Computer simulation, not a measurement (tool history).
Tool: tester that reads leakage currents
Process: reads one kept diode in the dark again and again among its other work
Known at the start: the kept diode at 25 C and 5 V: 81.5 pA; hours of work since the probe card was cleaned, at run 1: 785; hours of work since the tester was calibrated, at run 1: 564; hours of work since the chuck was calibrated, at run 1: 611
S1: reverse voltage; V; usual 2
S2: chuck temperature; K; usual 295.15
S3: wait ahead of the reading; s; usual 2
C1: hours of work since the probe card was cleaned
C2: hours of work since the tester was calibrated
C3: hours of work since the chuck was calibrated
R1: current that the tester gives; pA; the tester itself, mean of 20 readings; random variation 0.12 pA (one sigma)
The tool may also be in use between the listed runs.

{"run": 1, "day": 0.0, "S1": 2, "S2": 295.15, "S3": 2, "C1": 785, "C2": 564, "C3": 611, "R1": 36.89}
{"run": 2, "day": 1.788, "S1": 2, "S2": 295.15, "S3": 1.41, "C1": 807, "C2": 586, "C3": 633, "R1": 36.89}
{"run": 3, "day": 4.117, "S1": 2, "S2": 295.15, "S3": 2, "C1": 835, "C2": 615, "C3": 661, "R1": 36.71}
{"run": 4, "day": 5.317, "S1": 3.38, "S2": 295.15, "S3": 2, "C1": 850, "C2": 630, "C3": 676, "R1": 50.54}
{"run": 5, "day": 7.95, "S1": 3.38, "S2": 295.15, "S3": 2, "C1": 882, "C2": 662, "C3": 708, "R1": 51.04}
{"run": 6, "day": 9.325, "S1": 3.38, "S2": 295.15, "S3": 2, "C1": 899, "C2": 679, "C3": 725, "R1": 50.55}
{"run": 7, "day": 10.496, "S1": 3.38, "S2": 295.15, "S3": 2, "C1": 914, "C2": 693, "C3": 739, "R1": 50.54}
{"run": 8, "day": 12.046, "S1": 18.13, "S2": 295.15, "S3": 2, "C1": 933, "C2": 712, "C3": 758, "R1": 144.68}
{"run": 9, "day": 14.604, "S1": 18.13, "S2": 295.15, "S3": 2, "C1": 964, "C2": 744, "C3": 790, "R1": 144.71}
{"run": 10, "day": 16.412, "S1": 2, "S2": 295.15, "S3": 2, "C1": 986, "C2": 766, "C3": 812, "R1": 36.43}
{"run": 11, "day": 18.362, "S1": 2, "S2": 295.15, "S3": 2, "C1": 1010, "C2": 790, "C3": 836, "R1": 36.45}
{"run": 12, "day": 20.725, "S1": 2, "S2": 295.15, "S3": 2, "C1": 1039, "C2": 819, "C3": 865, "R1": 36.53}
{"run": 13, "day": 21.983, "S1": 2, "S2": 295.15, "S3": 2, "C1": 1054, "C2": 834, "C3": 880, "R1": 36.53}
{"run": 14, "day": 23.712, "S1": 2, "S2": 295.15, "S3": 1.87, "C1": 1076, "C2": 855, "C3": 902, "R1": 36.65}
{"run": 15, "day": 25.121, "S1": 2, "S2": 295.15, "S3": 1.87, "C1": 1093, "C2": 873, "C3": 919, "R1": 36.61}
{"run": 16, "day": 27.45, "S1": 2, "S2": 304.15, "S3": 2, "C1": 1122, "C2": 901, "C3": 947, "R1": 71.57}
{"run": 17, "day": 29.708, "S1": 2, "S2": 304.15, "S3": 2, "C1": 1149, "C2": 929, "C3": 975, "R1": 71.32}
{"run": 18, "day": 32.179, "S1": 2, "S2": 304.15, "S3": 2, "C1": 1180, "C2": 959, "C3": 1005, "R1": 71.37}
{"run": 19, "day": 34.329, "S1": 2, "S2": 295.15, "S3": 2, "C1": 1206, "C2": 985, "C3": 1032, "R1": 36.2}
{"run": 20, "day": 36.375, "S1": 2, "S2": 295.15, "S3": 2, "C1": 1231, "C2": 1011, "C3": 1057, "R1": 36.42}
{"run": 21, "day": 39.079, "S1": 2, "S2": 295.15, "S3": 2, "C1": 1264, "C2": 1044, "C3": 1090, "R1": 36.33}
{"run": 22, "day": 40.383, "S1": 11.14, "S2": 297.15, "S3": 0.63, "C1": 1280, "C2": 1060, "C3": 1106, "R1": 127.33}
{"run": 23, "day": 42.95, "S1": 1.52, "S2": 311.15, "S3": 7.31, "C1": 1312, "C2": 1091, "C3": 1137, "R1": 99.59}
{"run": 24, "day": 44.65, "S1": 1.52, "S2": 311.15, "S3": 7.31, "C1": 1332, "C2": 1112, "C3": 1158, "R1": 99.01}
{"run": 25, "day": 46.796, "S1": 2.52, "S2": 313.15, "S3": 7.89, "C1": 1359, "C2": 1138, "C3": 1185, "R1": 155.09}
{"run": 26, "day": 48.954, "S1": 2.93, "S2": 313.15, "S3": 7.89, "C1": 1385, "C2": 1165, "C3": 1211, "R1": 168.22}
{"run": 27, "day": 50.704, "S1": 5.62, "S2": 295.15, "S3": 2, "C1": 1407, "C2": 1186, "C3": 1233, "R1": 69.14}
{"run": 28, "day": 53.192, "S1": 5.62, "S2": 295.15, "S3": 2, "C1": 1437, "C2": 1217, "C3": 1263, "R1": 69.02}
{"run": 29, "day": 55.442, "S1": 5.62, "S2": 295.15, "S3": 2, "C1": 1465, "C2": 1244, "C3": 1291, "R1": 69.09}
{"run": 30, "day": 57.35, "S1": 1.06, "S2": 314.15, "S3": 7.8, "C1": 1488, "C2": 1268, "C3": 1314, "R1": 98.11}
{"run": 31, "day": 58.808, "S1": 5.18, "S2": 303.15, "S3": 1.02, "C1": 1506, "C2": 1286, "C3": 1332, "R1": 117.64}
{"run": 32, "day": 61.358, "S1": 2, "S2": 295.15, "S3": 1.26, "C1": 1537, "C2": 1317, "C3": 1363, "R1": 36.05}
{"run": 33, "day": 63.3, "S1": 2, "S2": 295.15, "S3": 1.26, "C1": 1561, "C2": 1341, "C3": 1387, "R1": 36.17}
{"run": 34, "day": 65.825, "S1": 4.35, "S2": 331.15, "S3": 3.57, "C1": 1592, "C2": 1372, "C3": 1418, "R1": 706.52}
{"run": 35, "day": 67.267, "S1": 4.35, "S2": 331.15, "S3": 3.57, "C1": 1610, "C2": 1389, "C3": 1436, "R1": 707.26}
{"run": 36, "day": 69.204, "S1": 4.48, "S2": 316.15, "S3": 2, "C1": 1634, "C2": 1413, "C3": 1460, "R1": 267.89}
{"run": 37, "day": 70.529, "S1": 2, "S2": 303.15, "S3": 0.91, "C1": 1650, "C2": 1429, "C3": 1476, "R1": 65.11}
{"run": 38, "day": 71.792, "S1": 2, "S2": 303.15, "S3": 0.91, "C1": 1665, "C2": 1445, "C3": 1491, "R1": 65.24}
{"run": 39, "day": 74.596, "S1": 16.65, "S2": 302.15, "S3": 0.47, "C1": 1700, "C2": 1479, "C3": 1526, "R1": 234.39}
{"run": 40, "day": 76.6, "S1": 5.98, "S2": 303.15, "S3": 8.48, "C1": 1724, "C2": 1504, "C3": 1550, "R1": 126.49}
{"run": 41, "day": 78.904, "S1": 7.78, "S2": 303.15, "S3": 8.48, "C1": 1753, "C2": 1532, "C3": 1578, "R1": 148.11}

Forecast each of these 3 alternatives for the next run:
{"day": 79.538, "done": "chuck's temperature calibrated"}
{"run": "A", "day": 80.617, "S1": 13.38, "S2": 303.15, "S3": 8.48, "C1": 1773, "C2": 1552, "C3": 13, "R1": "?"}
{"day": 79.538, "done": "chuck's temperature calibrated"}
{"run": "B", "day": 80.617, "S1": 7.78, "S2": 319.15, "S3": 1.41, "C1": 1773, "C2": 1552, "C3": 13, "R1": "?"}
{"day": 79.538, "done": "chuck's temperature calibrated"}
{"run": "C", "day": 80.617, "S1": 10.69, "S2": 322.15, "S3": 0.73, "C1": 1773, "C2": 1552, "C3": 13, "R1": "?"}

run=A R1=233.1
run=B R1=503.02
run=C R1=746.66
Without the tool's hidden state the same runs would have given:
run=A R1=215.07
run=B R1=493.12
run=C R1=733.02
